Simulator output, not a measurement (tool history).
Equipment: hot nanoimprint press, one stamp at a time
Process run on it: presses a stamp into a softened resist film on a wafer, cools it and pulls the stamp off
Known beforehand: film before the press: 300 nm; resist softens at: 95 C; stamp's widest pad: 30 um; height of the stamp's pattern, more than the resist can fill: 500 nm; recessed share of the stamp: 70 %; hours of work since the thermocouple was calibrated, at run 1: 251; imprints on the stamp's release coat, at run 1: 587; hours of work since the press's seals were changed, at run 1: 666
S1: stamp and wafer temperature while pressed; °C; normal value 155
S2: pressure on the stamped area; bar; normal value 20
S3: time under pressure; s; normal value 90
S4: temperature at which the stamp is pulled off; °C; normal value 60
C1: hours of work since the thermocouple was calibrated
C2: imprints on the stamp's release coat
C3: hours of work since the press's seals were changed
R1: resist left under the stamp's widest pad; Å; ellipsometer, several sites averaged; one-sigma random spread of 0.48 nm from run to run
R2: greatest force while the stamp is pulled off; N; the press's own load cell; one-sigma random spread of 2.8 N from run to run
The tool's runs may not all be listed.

{"run": 1, "hour": 0.0, "S1": 155, "S2": 20, "S3": 90, "S4": 60, "C1": 251, "C2": 587, "C3": 666, "R1": 1439, "R2": 240}
{"run": 2, "hour": 27.6, "S1": 155, "S2": 20, "S3": 90, "S4": 60, "C1": 266, "C2": 654, "C3": 681, "R1": 1429, "R2": 246}
{"run": 3, "hour": 54.8, "S1": 155, "S2": 20, "S3": 90, "S4": 60, "C1": 281, "C2": 719, "C3": 696, "R1": 1430, "R2": 245}
{"run": 4, "hour": 80.3, "S1": 155, "S2": 20, "S3": 90, "S4": 60, "C1": 295, "C2": 781, "C3": 709, "R1": 1431, "R2": 249}
{"run": 5, "hour": 108.6, "S1": 155, "S2": 20, "S3": 90, "S4": 64, "C1": 310, "C2": 849, "C3": 725, "R1": 1420, "R2": 211}
{"run": 6, "hour": 144.2, "S1": 155, "S2": 15.6, "S3": 90, "S4": 64, "C1": 329, "C2": 935, "C3": 744, "R1": 1625, "R2": 217}
{"hour": 150.5, "done": "plate thermocouple calibrated"}
{"run": 7, "hour": 166.3, "S1": 155, "S2": 17.5, "S3": 90, "S4": 60, "C1": 9, "C2": 981, "C3": 754, "R1": 1594, "R2": 257}
{"run": 8, "hour": 193.4, "S1": 155, "S2": 17.5, "S3": 90, "S4": 60, "C1": 23, "C2": 1047, "C3": 769, "R1": 1596, "R2": 256}
{"run": 9, "hour": 218.7, "S1": 155, "S2": 17.5, "S3": 90, "S4": 60, "C1": 37, "C2": 1108, "C3": 783, "R1": 1578, "R2": 259}
{"run": 10, "hour": 255.8, "S1": 155, "S2": 17.5, "S3": 90, "S4": 60, "C1": 57, "C2": 1198, "C3": 803, "R1": 1588, "R2": 257}
{"run": 11, "hour": 284.1, "S1": 155, "S2": 12.9, "S3": 90, "S4": 60, "C1": 72, "C2": 1266, "C3": 818, "R1": 1837, "R2": 260}
{"hour": 310.3, "done": "stamp cleaned and given a new release coat"}
{"run": 12, "hour": 320.4, "S1": 162, "S2": 12.9, "S3": 90, "S4": 63, "C1": 89, "C2": 24, "C3": 834, "R1": 1365, "R2": 209}
{"run": 13, "hour": 349.6, "S1": 157, "S2": 20, "S3": 69, "S4": 53, "C1": 104, "C2": 94, "C3": 850, "R1": 1460, "R2": 275}
{"run": 14, "hour": 366.3, "S1": 157, "S2": 20, "S3": 63, "S4": 53, "C1": 113, "C2": 135, "C3": 859, "R1": 1496, "R2": 284}
{"run": 15, "hour": 387.3, "S1": 157, "S2": 15.9, "S3": 63, "S4": 59, "C1": 125, "C2": 186, "C3": 870, "R1": 1697, "R2": 243}
{"run": 16, "hour": 404.0, "S1": 155, "S2": 20, "S3": 90, "S4": 65, "C1": 134, "C2": 226, "C3": 880, "R1": 1467, "R2": 199}
{"run": 17, "hour": 422.0, "S1": 155, "S2": 20, "S3": 90, "S4": 65, "C1": 144, "C2": 269, "C3": 889, "R1": 1471, "R2": 196}
{"run": 18, "hour": 443.6, "S1": 152, "S2": 20, "S3": 58, "S4": 53, "C1": 155, "C2": 322, "C3": 901, "R1": 1897, "R2": 286}
{"run": 19, "hour": 465.6, "S1": 152, "S2": 16.4, "S3": 58, "S4": 53, "C1": 167, "C2": 375, "C3": 913, "R1": 2064, "R2": 286}
{"run": 20, "hour": 485.8, "S1": 155, "S2": 22.3, "S3": 89, "S4": 60, "C1": 178, "C2": 424, "C3": 924, "R1": 1389, "R2": 240}

Describe how what the log doesn't record of the tool's condition differs between the last listed run preceding each entry between runs and the first listed run following it.
In the gap between runs 6 and 7: plate thermocouple calibrated (hour 150.5)
  true temperature over the reading, C: 0.9 -> -0.07; pressure that arrives at the usual setting, %: 95.54 -> 95.48; grip of the stamp's worn release coat, % over a new coat's: 9.9 -> 10.4
  difference, measured minus the result without the unlogged condition, R1: -35 -> +39 Å; R2: +14 -> +25 N
In the gap between runs 11 and 12: stamp cleaned and given a new release coat (hour 310.3)
  true temperature over the reading, C: 0.11 -> 0.15; pressure that arrives at the usual setting, %: 95.07 -> 94.96; grip of the stamp's worn release coat, % over a new coat's: 13.4 -> 0.2
  difference, measured minus the result without the unlogged condition, R1: +21 -> +17 Å; R2: +31 -> -1 N
